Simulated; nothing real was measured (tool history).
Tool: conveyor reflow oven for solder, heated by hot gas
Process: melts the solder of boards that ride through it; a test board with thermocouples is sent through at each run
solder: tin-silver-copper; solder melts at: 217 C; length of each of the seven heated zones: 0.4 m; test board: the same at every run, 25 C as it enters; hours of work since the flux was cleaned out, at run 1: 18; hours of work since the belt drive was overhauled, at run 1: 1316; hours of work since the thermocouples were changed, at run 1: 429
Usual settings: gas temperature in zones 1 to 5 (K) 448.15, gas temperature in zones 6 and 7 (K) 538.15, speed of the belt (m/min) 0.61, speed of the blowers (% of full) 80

run    hour  gas temperature in zones 1 to 5 (K)  gas temperature in zones 6 and 7 (K)  speed of the belt (m/min)  speed of the blowers (% of full)  hours of work since the flux was cleaned out  hours of work since the belt drive was overhauled  hours of work since the thermocouples were changed  highest temperature of the board (K)  time above the solder's melting point (s)
  1       0                               448.15                                538.15                       0.61                                80                                            18                                               1316                                                 429                                524.65                                       60.4
  2      84                               448.15                                538.15                       0.61                                80                                            56                                               1353                                                 467                                524.55                                         60
  3   165.4                               448.15                                538.15                       0.61                                80                                            92                                               1389                                                 503                                523.85                                       59.8
  4   212.9                               448.15                                538.15                       0.61                                80                                           114                                               1411                                                 524                                523.95                                       59.8
  5   287.5                               448.15                                538.15                       0.61                                80                                           147                                               1444                                                 557                                523.75                                       59.3
  6   346.5                               444.15                                538.15                       0.61                                80                                           173                                               1470                                                 584                                522.75                                       57.1
  7   401.5                               448.15                                538.15                       0.61                                80                                           198                                               1495                                                 608                                523.25                                       59.3
  8   472.2                               448.15                                536.15                       0.61                                80                                           229                                               1527                                                 640                                521.35                                       57.5
        500  -- thermocouples of zones 6 and 7 changed
  9   533.4                               448.15                                538.15                       0.61                                80                                           256                                               1553                                                  15                                521.25                                         57
      552.4  -- flux residue cleaned out of gas plates and filters
 10   599.9                               448.15                                538.15                       0.61                                80                                            21                                               1581                                                  42                                523.75                                       60.2
 11   659.1                               448.15                                538.15                      0.612                                80                                            48                                               1607                                                  69                                523.35                                         60
 12   714.6                               448.15                                538.15                      0.612                                80                                            73                                               1632                                                  94                                523.25                                       59.8
 13   756.7                               448.15                                538.15                      0.612                                80                                            91                                               1651                                                 112                                523.25                                       59.9
 14   847.8                               448.15                                534.15                      0.612                                64                                           132                                               1691                                                 153                                515.95                                       51.7
 15   905.6                               448.15                                534.15                      0.494                                51                                           158                                               1717                                                 179                                519.05                                       69.2
 16   970.6                               455.15                                548.15                      0.555                                82                                           187                                               1746                                                 208                                535.85                                       78.5
     1054.9  -- belt drive overhauled, speed set with a stopwatch
 17  1054.9                               455.15                                548.15                      0.555                                82                                           223                                                  0                                                 244                                534.55                                       74.5
 18  1097.4                               440.15                                538.15                      0.507                                82                                           242                                                 19                                                 263                                525.75                                       69.5
     1147.8  -- flux residue cleaned out of gas plates and filters
 19  1180.7                               437.15                                538.15                      0.586                                82                                            15                                                 54                                                 298                                523.35                                       56.6
 20  1220.1                               437.15                                538.15                      0.586                                82                                            32                                                 72                                                 315                                523.45                                       56.6
 21  1290.1                               437.15                                538.15                      0.586                                82                                            64                                                103                                                 347                                523.05                                       56.3
 22  1349.1                               443.15                                538.15                       0.61                                80                                            90                                                129                                                 373                                521.75                                       54.7
 23  1420.4                               457.15                                536.15                       0.61                                80                                           122                                                161                                                 405                                522.85                                         61
 24    1473                               448.15                                552.15                      0.541                                53                                           145                                                185                                                 429                                531.85                                       71.2

Measured less the same run without the tool's hidden state. The same run-to-run variation is in both; the gauge's scatter may not be:
The hidden state here: heat that the gas passes to the board, % of a clean oven's; belt's true speed, % of the reading; true gas temperature in zones 6 and 7 over the reading, C; drift of the gauge itself on peak_c, C; drift of the gauge itself on liquid_s, %.
run  highest temperature of the board (K)  time above the solder's melting point (s)
  1                                  +1.5                                         +3
  2                                  +1.3                                       +2.7
  3                                  +1.1                                       +2.6
  4                                  +0.9                                       +2.4
  5                                  +0.7                                       +2.2
  6                                  +0.4                                       +1.9
  7                                  +0.3                                       +1.8
  8                                  +0.1                                       +1.5
  9                                  -1.9                                       -0.2
 10                                  +0.8                                         +3
 11                                  +0.6                                       +2.8
 12                                  +0.5                                       +2.6
 13                                  +0.3                                       +2.5
 14                                  +0.3                                       +2.2
 15                                  +0.4                                       +3.1
 16                                  -0.2                                       +2.8
 17                                  -1.5                                       -1.2
 18                                  -1.5                                       -2.1
 19                                  +0.6                                       +0.5
 20                                  +0.4                                       +0.4
 21                                  +0.2                                       +0.1
 22                                    +0                                       -0.1
 23                                  -0.1                                       -0.2
 24                                  -0.1                                         +0
